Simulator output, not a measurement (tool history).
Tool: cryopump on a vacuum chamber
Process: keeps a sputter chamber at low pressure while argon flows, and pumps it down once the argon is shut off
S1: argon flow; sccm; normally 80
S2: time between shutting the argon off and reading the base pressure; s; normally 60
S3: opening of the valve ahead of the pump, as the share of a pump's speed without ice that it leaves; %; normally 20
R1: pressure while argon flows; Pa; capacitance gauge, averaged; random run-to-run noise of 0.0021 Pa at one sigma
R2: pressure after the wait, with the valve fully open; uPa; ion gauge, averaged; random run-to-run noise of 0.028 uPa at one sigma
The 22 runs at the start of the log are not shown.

Run 23, hour 517.6: usual settings but S1 143 sccm, S2 151 s, S3 17 %. Result: R1 1.1390 Pa, R2 0.95 uPa.
Run 24, hour 540.0: usual settings but S1 91 sccm, S2 121 s, S3 32 %. Result: R1 0.4010 Pa, R2 1.08 uPa.
Run 25, hour 555.7: usual settings but S1 91 sccm, S2 121 s, S3 32 %. Result: R1 0.4015 Pa, R2 1.05 uPa.
Run 26, hour 571.6: usual settings but S1 91 sccm, S2 121 s, S3 32 %. Result: R1 0.4046 Pa, R2 1.14 uPa.
Run 27, hour 592.1: usual settings but S1 91 sccm, S2 121 s, S3 32 %. Result: R1 0.4073 Pa, R2 1.11 uPa.
Run 28, hour 605.9: usual settings but S1 129 sccm, S2 121 s, S3 32 %. Result: R1 0.5752 Pa, R2 1.07 uPa.
Run 29, hour 628.5: usual settings but S1 46 sccm, S2 178 s, S3 51 %. Result: R1 0.1371 Pa, R2 0.93 uPa.
Run 30, hour 660.8: usual settings but S1 78 sccm, S2 159 s, S3 31 %. Result: R1 0.3658 Pa, R2 1.06 uPa.
Run 31, hour 691.2: usual settings but S1 78 sccm, S2 159 s, S3 31 %. Result: R1 0.3677 Pa, R2 1.06 uPa.
Run 32, hour 718.4: usual settings but S1 86 sccm. Result: R1 0.6043 Pa, R2 1.74 uPa.
At hour 726.0: pump warmed up, emptied and cooled again.
Run 33, hour 754.3: usual settings but S1 79 sccm, S2 35 s. Result: R1 0.5127 Pa, R2 2.33 uPa.
Run 34, hour 768.8: usual settings but S2 279 s. Result: R1 0.5210 Pa, R2 0.66 uPa.

Forecast each of these 3 alternatives for the next run:
Run A, hour 794.2: usual settings but S1 55 sccm, S2 279 s, S3 24 %. Result: R1 ?, R2 ?.
Run B, hour 794.2: usual settings but S1 65 sccm. Result: R1 ?, R2 ?.
Run C, hour 794.2: usual settings but S1 39 sccm, S2 86 s, S3 23 %. Result: R1 ?, R2 ?.

run      R1    R2
  A  0.2997  0.74
  B  0.4218  1.57
  C  0.2213  1.26
The same runs, with their run-to-run variation unchanged, on a tool lacking any hidden condition would have given:
run      R1    R2
  A  0.2969  0.49
  B  0.4185  1.32
  C  0.2193  1.01
